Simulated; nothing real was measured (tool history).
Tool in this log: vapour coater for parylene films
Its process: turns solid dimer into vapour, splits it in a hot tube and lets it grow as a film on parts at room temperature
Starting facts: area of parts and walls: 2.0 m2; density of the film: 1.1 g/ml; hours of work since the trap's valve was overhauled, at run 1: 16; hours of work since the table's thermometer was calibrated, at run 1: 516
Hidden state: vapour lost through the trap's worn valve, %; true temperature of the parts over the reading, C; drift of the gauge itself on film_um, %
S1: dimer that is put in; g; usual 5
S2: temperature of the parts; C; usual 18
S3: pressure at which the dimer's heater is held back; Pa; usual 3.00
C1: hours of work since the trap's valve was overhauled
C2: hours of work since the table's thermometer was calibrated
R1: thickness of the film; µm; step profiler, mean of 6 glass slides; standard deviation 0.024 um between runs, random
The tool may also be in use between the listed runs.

run   hour  S1  S2    S3   C1   C2    R1
  1    0.0   5  18  3.00   16  516  1.56
  2   14.3   5  18  3.00   29  528  1.58
  3   30.7   5  18  3.00   44  543  1.56
  4   47.1   5  18  3.00   58  558  1.57
  5   59.4   5  18  2.38   69  568  1.64
  6   73.2   6  18  3.00   82  581  1.86
  7   90.3   6  18  3.00   97  596  1.87
  8  107.7   5  18  3.00  112  611  1.57
  9  119.6   5  18  3.00  123  622  1.58
 10  136.8   5  18  3.00  138  637  1.59
 11  153.2   5  12  3.00  153  652  2.10
 12  162.7   5  12  3.00  161  660  2.08
 13  174.4   5  12  3.00  171  671  2.03
 14  184.4   7  18  3.00  180  680  2.18
 15  194.0   7  18  3.00  189  688  2.20
 16  210.9   5  18  3.72  204  703  1.54
 17  226.2   5  23  4.44  218  717  1.16
 18  239.6   4  25  2.13  229  729  0.97
 19  247.0   5  19  4.42  236  735  1.40
 20  264.2   5  19  4.42  251  751  1.44
 21  276.0   3  19  4.42  262  761  0.81

Each row is a separate what-if for the run after 21, all from the same tool condition, not one after another. Results?
  A  286.6   5  15  4.91  271  771   ?
  B  286.6   7  28  3.00  271  771   ?
  C  286.6   5  18  2.46  271  771   ?
  D  286.6   3  10  7.16  271  771   ?
  E  286.6   5  29  3.00  271  771   ?

run    R1
  A  1.64
  B  1.38
  C  1.65
  D  1.11
  E  0.91
With no hidden state in the tool, these same runs would have given:
run    R1
  A  1.65
  B  1.38
  C  1.65
  D  1.12
  E  0.91

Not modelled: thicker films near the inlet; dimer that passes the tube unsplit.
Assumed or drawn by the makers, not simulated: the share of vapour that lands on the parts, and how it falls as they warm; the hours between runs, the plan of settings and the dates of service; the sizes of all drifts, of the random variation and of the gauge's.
